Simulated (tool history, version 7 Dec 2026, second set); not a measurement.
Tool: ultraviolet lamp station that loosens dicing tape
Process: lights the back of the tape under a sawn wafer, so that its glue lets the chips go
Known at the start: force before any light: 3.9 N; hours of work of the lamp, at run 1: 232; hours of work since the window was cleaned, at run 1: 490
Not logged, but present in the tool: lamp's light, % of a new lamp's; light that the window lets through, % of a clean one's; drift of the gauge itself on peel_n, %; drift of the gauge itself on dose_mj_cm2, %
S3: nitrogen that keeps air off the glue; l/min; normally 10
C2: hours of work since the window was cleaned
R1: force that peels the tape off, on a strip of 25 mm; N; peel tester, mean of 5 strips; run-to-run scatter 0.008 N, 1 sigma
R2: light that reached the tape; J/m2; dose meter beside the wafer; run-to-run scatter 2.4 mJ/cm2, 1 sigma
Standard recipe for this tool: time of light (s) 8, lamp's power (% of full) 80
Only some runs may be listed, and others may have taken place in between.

{"run": 1, "hour": 0.0, "time of light (s)": 8, "lamp's power (% of full)": 80, "S3": 10, "hours of work of the lamp": 232, "C2": 490, "R1": 0.397, "R2": 2080}
{"run": 2, "hour": 13.3, "time of light (s)": 10, "lamp's power (% of full)": 80, "S3": 10, "hours of work of the lamp": 239, "C2": 497, "R1": 0.306, "R2": 2570}
{"run": 3, "hour": 33.9, "time of light (s)": 10, "lamp's power (% of full)": 80, "S3": 10, "hours of work of the lamp": 251, "C2": 509, "R1": 0.31, "R2": 2600}
{"run": 4, "hour": 44.6, "time of light (s)": 10, "lamp's power (% of full)": 80, "S3": 10, "hours of work of the lamp": 257, "C2": 515, "R1": 0.315, "R2": 2560}
{"run": 5, "hour": 66.7, "time of light (s)": 10, "lamp's power (% of full)": 80, "S3": 10, "hours of work of the lamp": 269, "C2": 527, "R1": 0.31, "R2": 2540}
{"hour": 81.6, "done": "window cleaned of glue's vapour"}
{"run": 6, "hour": 90.3, "time of light (s)": 10, "lamp's power (% of full)": 80, "S3": 10, "hours of work of the lamp": 282, "C2": 5, "R1": 0.319, "R2": 2390}
{"run": 7, "hour": 108.6, "time of light (s)": 10, "lamp's power (% of full)": 80, "S3": 10, "hours of work of the lamp": 292, "C2": 15, "R1": 0.328, "R2": 2400}
{"run": 8, "hour": 127.9, "time of light (s)": 10, "lamp's power (% of full)": 80, "S3": 10, "hours of work of the lamp": 302, "C2": 26, "R1": 0.309, "R2": 2360}
{"run": 9, "hour": 140.1, "time of light (s)": 10, "lamp's power (% of full)": 80, "S3": 10, "hours of work of the lamp": 309, "C2": 32, "R1": 0.346, "R2": 2390}
{"run": 10, "hour": 152.4, "time of light (s)": 12, "lamp's power (% of full)": 80, "S3": 10, "hours of work of the lamp": 316, "C2": 39, "R1": 0.267, "R2": 2840}
{"hour": 171.6, "done": "window cleaned of glue's vapour, once more"}
{"run": 11, "hour": 174.8, "time of light (s)": 12, "lamp's power (% of full)": 80, "S3": 10, "hours of work of the lamp": 328, "C2": 2, "R1": 0.241, "R2": 3460}
{"run": 12, "hour": 186.5, "time of light (s)": 12, "lamp's power (% of full)": 80, "S3": 10, "hours of work of the lamp": 335, "C2": 8, "R1": 0.236, "R2": 3440}
{"run": 13, "hour": 207.0, "time of light (s)": 8, "lamp's power (% of full)": 70, "S3": 10, "hours of work of the lamp": 346, "C2": 20, "R1": 0.42, "R2": 1980}
{"run": 14, "hour": 222.9, "time of light (s)": 8, "lamp's power (% of full)": 70, "S3": 10, "hours of work of the lamp": 355, "C2": 28, "R1": 0.414, "R2": 1970}
{"run": 15, "hour": 241.1, "time of light (s)": 8, "lamp's power (% of full)": 70, "S3": 10, "hours of work of the lamp": 365, "C2": 39, "R1": 0.405, "R2": 1990}
{"run": 16, "hour": 260.1, "time of light (s)": 8, "lamp's power (% of full)": 70, "S3": 10, "hours of work of the lamp": 375, "C2": 49, "R1": 0.428, "R2": 1990}
{"run": 17, "hour": 274.2, "time of light (s)": 8, "lamp's power (% of full)": 70, "S3": 10, "hours of work of the lamp": 383, "C2": 57, "R1": 0.418, "R2": 1970}
{"run": 18, "hour": 288.0, "time of light (s)": 8, "lamp's power (% of full)": 70, "S3": 10, "hours of work of the lamp": 391, "C2": 65, "R1": 0.434, "R2": 1950}
{"run": 19, "hour": 306.6, "time of light (s)": 8, "lamp's power (% of full)": 80, "S3": 10, "hours of work of the lamp": 401, "C2": 75, "R1": 0.363, "R2": 2210}
{"run": 20, "hour": 320.9, "time of light (s)": 8, "lamp's power (% of full)": 80, "S3": 10, "hours of work of the lamp": 409, "C2": 83, "R1": 0.356, "R2": 2250}
{"run": 21, "hour": 335.0, "time of light (s)": 8, "lamp's power (% of full)": 80, "S3": 10, "hours of work of the lamp": 417, "C2": 91, "R1": 0.372, "R2": 2260}
{"run": 22, "hour": 347.2, "time of light (s)": 8, "lamp's power (% of full)": 80, "S3": 10, "hours of work of the lamp": 424, "C2": 97, "R1": 0.38, "R2": 2240}
{"run": 23, "hour": 358.2, "time of light (s)": 8, "lamp's power (% of full)": 91, "S3": 10, "hours of work of the lamp": 430, "C2": 103, "R1": 0.305, "R2": 2490}
{"run": 24, "hour": 376.7, "time of light (s)": 11, "lamp's power (% of full)": 91, "S3": 3, "hours of work of the lamp": 440, "C2": 114, "R1": 0.418, "R2": 3440}
{"run": 25, "hour": 398.5, "time of light (s)": 8, "lamp's power (% of full)": 82, "S3": 10, "hours of work of the lamp": 452, "C2": 126, "R1": 0.362, "R2": 2200}
{"run": 26, "hour": 420.0, "time of light (s)": 8, "lamp's power (% of full)": 82, "S3": 10, "hours of work of the lamp": 464, "C2": 138, "R1": 0.354, "R2": 2230}
{"run": 27, "hour": 431.2, "time of light (s)": 6, "lamp's power (% of full)": 82, "S3": 13, "hours of work of the lamp": 470, "C2": 144, "R1": 0.461, "R2": 1670}
{"run": 28, "hour": 451.0, "time of light (s)": 9, "lamp's power (% of full)": 80, "S3": 10, "hours of work of the lamp": 481, "C2": 155, "R1": 0.317, "R2": 2410}
{"run": 29, "hour": 465.5, "time of light (s)": 8, "lamp's power (% of full)": 94, "S3": 10, "hours of work of the lamp": 489, "C2": 163, "R1": 0.304, "R2": 2500}
{"run": 30, "hour": 484.1, "time of light (s)": 16, "lamp's power (% of full)": 74, "S3": 5, "hours of work of the lamp": 500, "C2": 173, "R1": 0.263, "R2": 3970}
{"run": 31, "hour": 494.0, "time of light (s)": 7, "lamp's power (% of full)": 65, "S3": 6, "hours of work of the lamp": 505, "C2": 179, "R1": 0.867, "R2": 1530}
{"run": 32, "hour": 504.2, "time of light (s)": 7, "lamp's power (% of full)": 88, "S3": 6, "hours of work of the lamp": 511, "C2": 184, "R1": 0.544, "R2": 2070}
{"run": 33, "hour": 518.3, "time of light (s)": 15, "lamp's power (% of full)": 88, "S3": 13, "hours of work of the lamp": 519, "C2": 192, "R1": 0.218, "R2": 4420}
{"run": 34, "hour": 540.3, "time of light (s)": 8, "lamp's power (% of full)": 65, "S3": 3, "hours of work of the lamp": 531, "C2": 204, "R1": 1.123, "R2": 1660}
{"run": 35, "hour": 550.3, "time of light (s)": 10, "lamp's power (% of full)": 62, "S3": 15, "hours of work of the lamp": 536, "C2": 210, "R1": 0.342, "R2": 2060}
{"run": 36, "hour": 568.0, "time of light (s)": 4, "lamp's power (% of full)": 80, "S3": 3, "hours of work of the lamp": 546, "C2": 220, "R1": 1.727, "R2": 1060}
{"run": 37, "hour": 580.0, "time of light (s)": 13, "lamp's power (% of full)": 93, "S3": 17, "hours of work of the lamp": 553, "C2": 226, "R1": 0.196, "R2": 3950}
{"run": 38, "hour": 592.5, "time of light (s)": 13, "lamp's power (% of full)": 65, "S3": 7, "hours of work of the lamp": 560, "C2": 233, "R1": 0.331, "R2": 2760}
{"run": 39, "hour": 611.2, "time of light (s)": 13, "lamp's power (% of full)": 65, "S3": 7, "hours of work of the lamp": 570, "C2": 244, "R1": 0.332, "R2": 2750}
{"run": 40, "hour": 626.3, "time of light (s)": 13, "lamp's power (% of full)": 90, "S3": 4, "hours of work of the lamp": 578, "C2": 252, "R1": 0.297, "R2": 3790}
{"run": 41, "hour": 648.8, "time of light (s)": 5, "lamp's power (% of full)": 83, "S3": 18, "hours of work of the lamp": 591, "C2": 264, "R1": 0.564, "R2": 1350}
{"run": 42, "hour": 659.9, "time of light (s)": 7, "lamp's power (% of full)": 66, "S3": 3, "hours of work of the lamp": 597, "C2": 271, "R1": 1.252, "R2": 1510}
{"run": 43, "hour": 672.5, "time of light (s)": 5, "lamp's power (% of full)": 67, "S3": 11, "hours of work of the lamp": 604, "C2": 278, "R1": 0.962, "R2": 1090}

Each run again, without the hidden state but with its own random variation kept:
run=1 R1=0.311 R2=2500
run=2 R1=0.256 R2=3100
run=3 R1=0.259 R2=3150
run=4 R1=0.263 R2=3120
run=5 R1=0.256 R2=3110
run=6 R1=0.245 R2=3110
run=7 R1=0.250 R2=3130
run=8 R1=0.234 R2=3100
run=9 R1=0.264 R2=3150
run=10 R1=0.221 R2=3740
run=11 R1=0.231 R2=3770
run=12 R1=0.227 R2=3750
run=13 R1=0.370 R2=2170
run=14 R1=0.362 R2=2160
run=15 R1=0.352 R2=2200
run=16 R1=0.370 R2=2210
run=17 R1=0.359 R2=2190
run=18 R1=0.374 R2=2170
run=19 R1=0.315 R2=2480
run=20 R1=0.307 R2=2530
run=21 R1=0.320 R2=2540
run=22 R1=0.325 R2=2530
run=23 R1=0.268 R2=2830
run=24 R1=0.351 R2=3920
run=25 R1=0.306 R2=2510
run=26 R1=0.297 R2=2560
run=27 R1=0.376 R2=1920
run=28 R1=0.270 R2=2790
run=29 R1=0.260 R2=2900
run=30 R1=0.235 R2=4620
run=31 R1=0.701 R2=1780
run=32 R1=0.431 R2=2420
run=33 R1=0.216 R2=5190
run=34 R1=0.914 R2=1970
run=35 R1=0.284 R2=2440
run=36 R1=1.491 R2=1260
run=37 R1=0.193 R2=4710
run=38 R1=0.271 R2=3300
run=39 R1=0.272 R2=3310
run=40 R1=0.246 R2=4570
run=41 R1=0.426 R2=1640
run=42 R1=1.004 R2=1820
run=43 R1=0.741 R2=1320
